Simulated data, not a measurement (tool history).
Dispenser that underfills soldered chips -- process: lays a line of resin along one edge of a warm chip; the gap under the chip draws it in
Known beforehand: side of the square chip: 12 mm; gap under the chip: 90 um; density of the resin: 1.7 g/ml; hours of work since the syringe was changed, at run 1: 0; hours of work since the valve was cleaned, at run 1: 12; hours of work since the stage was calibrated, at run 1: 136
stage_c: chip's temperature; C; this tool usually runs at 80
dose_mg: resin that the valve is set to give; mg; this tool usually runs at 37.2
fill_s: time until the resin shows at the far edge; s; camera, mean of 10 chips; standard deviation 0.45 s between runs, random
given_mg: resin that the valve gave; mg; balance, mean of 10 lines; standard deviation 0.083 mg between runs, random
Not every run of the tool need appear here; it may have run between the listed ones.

run    day  stage_c  dose_mg  hours of work since the syringe was changed  hours of work since the valve was cleaned  hours of work since the stage was calibrated  fill_s  given_mg
  1  0.000       80     37.2                                            0                                         12                                           136    30.9     36.87
  2  0.212       80     45.0                                            4                                         16                                           140    37.0     44.31
     0.388  -- new syringe of resin
  3  0.388       86     37.2                                            0                                         19                                           142    23.2     36.72
  4  0.629       80     42.3                                            4                                         22                                           146    38.3     41.52
  5  0.758       66     37.2                                            6                                         25                                           148    84.2     36.32
     0.783  -- new syringe of resin
  6  0.954       66     37.2                                            3                                         28                                           151    71.3     36.52
  7  1.100       66     37.2                                            5                                         30                                           154    80.4     36.26
     1.175  -- new syringe of resin
  8  1.400       66     37.2                                            4                                         35                                           158    74.1     36.30
     1.575  -- new syringe of resin
  9  1.658       66     37.2                                            1                                         39                                           162    64.4     36.00
 10  1.821       66     37.2                                            4                                         41                                           165    75.2     36.01
     1.962  -- new syringe of resin
 11  1.967       88     40.1                                            0                                         44                                           167    20.8     38.61
 12  2.108       80     34.1                                            2                                         46                                           170    35.8     32.82
 13  2.283       87     44.2                                            5                                         49                                           172    28.5     42.78
     2.350  -- new syringe of resin
 14  2.450       82     39.4                                            2                                         51                                           175    29.5     37.70
     2.738  -- new syringe of resin
 15  2.738       76     37.1                                            0                                         56                                           179    37.7     35.46
 16  2.888       76     37.1                                            2                                         58                                           182    41.3     35.53
     2.992  -- dispensing valve cleaned and set on the balance
     3.175  -- new syringe of resin
 17  3.183       76     37.1                                            0                                          3                                           186    37.2     36.90
 18  3.379       70     44.6                                            3                                          6                                           189    57.5     44.30

Consider 4 possible next runs. They are alternatives, not a sequence: every one starts from the tool as it was left by run 18. What does each give?
     3.567  -- new syringe of resin
  A  3.600       80     31.7                                            1                                         10                                           192       ?         ?
     3.567  -- new syringe of resin
  B  3.600       67     44.1                                            1                                         10                                           192       ?         ?
     3.567  -- new syringe of resin
  C  3.600       94     41.8                                            1                                         10                                           192       ?         ?
     3.567  -- new syringe of resin
  D  3.600       71     44.6                                            1                                         10                                           192       ?         ?

run  fill_s  given_mg
  A    32.4     31.35
  B    59.5     43.62
  C    16.6     41.29
  D    46.7     44.04
With no hidden state in the tool, these same runs would have given:
run  fill_s  given_mg
  A    33.7     31.69
  B    62.3     44.09
  C    17.2     41.74
  D    48.8     44.52

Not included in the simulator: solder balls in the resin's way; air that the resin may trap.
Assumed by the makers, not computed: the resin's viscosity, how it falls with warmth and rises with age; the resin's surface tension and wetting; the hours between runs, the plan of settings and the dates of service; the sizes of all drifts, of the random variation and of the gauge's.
